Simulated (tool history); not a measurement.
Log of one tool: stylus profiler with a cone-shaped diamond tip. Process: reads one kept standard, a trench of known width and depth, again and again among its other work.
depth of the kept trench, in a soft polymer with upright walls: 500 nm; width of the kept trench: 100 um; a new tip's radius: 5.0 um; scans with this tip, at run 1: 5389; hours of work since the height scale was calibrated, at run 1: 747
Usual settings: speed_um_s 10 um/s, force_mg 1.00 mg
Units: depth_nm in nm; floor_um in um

run	hour	speed_um_s	force_mg	scans with this tip	hours of work since the height scale was calibrated	depth_nm	floor_um
1	0.0	10	1.00	5389	747	503.29	94.57
2	33.8	10	1.03	5523	766	503.17	94.44
3	66.5	10	1.03	5653	784	503.44	94.43
4	87.3	10	1.03	5735	795	503.20	94.42
# hour 92.0: height scale calibrated on a step standard
5	109.8	10	1.00	5823	10	503.57	94.47
6	150.2	2	0.73	5983	32	503.30	94.41

Run 7 comes next. What will it give?
7	190.0	4	0.60	6141	54	?	?

Run 7 gave depth_nm 502.71 nm, floor_um 94.37 um.
Without the tool's hidden state the same run would have given depth_nm 500.79 nm, floor_um 95.58 um.
